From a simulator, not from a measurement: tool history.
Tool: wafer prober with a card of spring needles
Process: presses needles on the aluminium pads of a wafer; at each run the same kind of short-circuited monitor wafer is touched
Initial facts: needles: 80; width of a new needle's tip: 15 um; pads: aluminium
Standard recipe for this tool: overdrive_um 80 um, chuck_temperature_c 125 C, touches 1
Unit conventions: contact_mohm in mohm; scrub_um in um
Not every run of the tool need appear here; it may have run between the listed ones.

run,hour,overdrive_um,chuck_temperature_c,touches,contact_mohm,scrub_um
1,0.0,80,125,1,218,13.64
# hour 4.3: tips cleaned on abrasive film
# hour 12.7: tips cleaned on abrasive film
# hour 21.1: tips cleaned on abrasive film
# hour 31.6: tips cleaned on abrasive film
# hour 40.0: tips cleaned on abrasive film
# hour 50.6: tips cleaned on abrasive film
# hour 61.1: tips cleaned on abrasive film
# hour 71.6: tips cleaned on abrasive film
# hour 71.9: height of the first contact set anew
# hour 82.4: tips cleaned on abrasive film
2,83.6,80,125,1,219,13.63
# hour 92.0: tips cleaned on abrasive film
# hour 102.5: tips cleaned on abrasive film
# hour 113.0: tips cleaned on abrasive film
# hour 123.5: tips cleaned on abrasive film
# hour 134.0: tips cleaned on abrasive film
3,138.8,80,125,2,222,13.64
# hour 143.1: tips cleaned on abrasive film
# hour 151.5: tips cleaned on abrasive film
# hour 162.0: tips cleaned on abrasive film
# hour 170.5: tips cleaned on abrasive film
# hour 181.0: tips cleaned on abrasive film
# hour 191.5: tips cleaned on abrasive film
4,195.4,80,125,1,218,13.63
# hour 201.7: tips cleaned on abrasive film
# hour 212.2: tips cleaned on abrasive film
# hour 220.9: height of the first contact set anew
# hour 223.0: tips cleaned on abrasive film
# hour 235.0: card fitted with new needles
# hour 245.2: tips cleaned on abrasive film
5,245.2,80,125,1,215,13.61
# hour 255.7: tips cleaned on abrasive film
# hour 266.2: tips cleaned on abrasive film
# hour 276.7: tips cleaned on abrasive film
# hour 287.2: tips cleaned on abrasive film
# hour 295.7: tips cleaned on abrasive film
6,299.8,80,125,1,218,13.61
# hour 304.1: tips cleaned on abrasive film
# hour 314.7: tips cleaned on abrasive film
# hour 325.2: tips cleaned on abrasive film
# hour 335.7: tips cleaned on abrasive film
# hour 344.1: tips cleaned on abrasive film
# hour 354.6: tips cleaned on abrasive film
7,361.0,80,125,1,220,13.60
# hour 363.2: tips cleaned on abrasive film
# hour 373.7: tips cleaned on abrasive film
# hour 382.1: tips cleaned on abrasive film
# hour 382.4: height of the first contact set anew
# hour 392.9: tips cleaned on abrasive film
# hour 403.4: tips cleaned on abrasive film
8,405.5,80,125,1,219,13.60
# hour 413.9: tips cleaned on abrasive film
# hour 422.3: tips cleaned on abrasive film
# hour 432.8: tips cleaned on abrasive film
# hour 443.3: tips cleaned on abrasive film
# hour 453.8: tips cleaned on abrasive film
# hour 462.3: tips cleaned on abrasive film
# hour 470.7: tips cleaned on abrasive film
9,478.9,80,56,2,206,13.60
# hour 481.0: tips cleaned on abrasive film
# hour 491.5: tips cleaned on abrasive film
# hour 502.1: tips cleaned on abrasive film
# hour 510.5: tips cleaned on abrasive film
# hour 518.9: tips cleaned on abrasive film
# hour 529.4: tips cleaned on abrasive film
# hour 529.7: height of the first contact set anew
# hour 540.2: tips cleaned on abrasive film
# hour 548.6: tips cleaned on abrasive film
# hour 557.3: tips cleaned on abrasive film
10,557.3,80,56,2,202,13.59
# hour 567.8: tips cleaned on abrasive film
# hour 578.3: tips cleaned on abrasive film
# hour 588.8: tips cleaned on abrasive film
# hour 599.3: tips cleaned on abrasive film
11,604.6,80,56,2,204,13.58
# hour 608.9: tips cleaned on abrasive film
# hour 619.4: tips cleaned on abrasive film
# hour 629.9: tips cleaned on abrasive film
# hour 638.3: tips cleaned on abrasive film
12,646.6,81,45,2,197,13.76
# hour 648.7: tips cleaned on abrasive film
# hour 657.2: tips cleaned on abrasive film
# hour 667.7: tips cleaned on abrasive film
# hour 676.1: tips cleaned on abrasive film
# hour 678.5: height of the first contact set anew
# hour 686.9: tips cleaned on abrasive film
# hour 697.4: tips cleaned on abrasive film
13,701.5,80,74,1,207,13.58
# hour 707.8: tips cleaned on abrasive film
# hour 716.2: tips cleaned on abrasive film
# hour 726.7: tips cleaned on abrasive film
# hour 737.2: tips cleaned on abrasive film
# hour 745.7: tips cleaned on abrasive film
14,753.9,80,74,1,211,13.57
# hour 756.1: tips cleaned on abrasive film
# hour 764.5: tips cleaned on abrasive film
# hour 772.9: tips cleaned on abrasive film
# hour 783.4: tips cleaned on abrasive film
# hour 793.9: tips cleaned on abrasive film
15,798.0,63,125,1,224,10.70

What if the next run were any one of these 5? Each begins from the tool's condition after run 15:
# hour 804.3: tips cleaned on abrasive film
# hour 812.7: tips cleaned on abrasive film
# hour 823.3: tips cleaned on abrasive film
# hour 825.6: height of the first contact set anew
# hour 834.1: tips cleaned on abrasive film
A,836.2,63,102,2,?,?
# hour 804.3: tips cleaned on abrasive film
# hour 812.7: tips cleaned on abrasive film
# hour 823.3: tips cleaned on abrasive film
# hour 825.6: height of the first contact set anew
# hour 834.1: tips cleaned on abrasive film
B,836.2,68,85,1,?,?
# hour 804.3: tips cleaned on abrasive film
# hour 812.7: tips cleaned on abrasive film
# hour 823.3: tips cleaned on abrasive film
# hour 825.6: height of the first contact set anew
# hour 834.1: tips cleaned on abrasive film
C,836.2,76,65,2,?,?
# hour 804.3: tips cleaned on abrasive film
# hour 812.7: tips cleaned on abrasive film
# hour 823.3: tips cleaned on abrasive film
# hour 825.6: height of the first contact set anew
# hour 834.1: tips cleaned on abrasive film
D,836.2,80,125,2,?,?
# hour 804.3: tips cleaned on abrasive film
# hour 812.7: tips cleaned on abrasive film
# hour 823.3: tips cleaned on abrasive film
# hour 825.6: height of the first contact set anew
# hour 834.1: tips cleaned on abrasive film
E,836.2,61,125,1,?,?

run,contact_mohm,scrub_um
A,218,10.69
B,211,11.54
C,203,12.91
D,216,13.56
E,223,10.35
Without the tool's unlogged condition, the same runs would have read:
run,contact_mohm,scrub_um
A,218,10.73
B,211,11.58
C,203,12.97
D,216,13.61
E,223,10.39
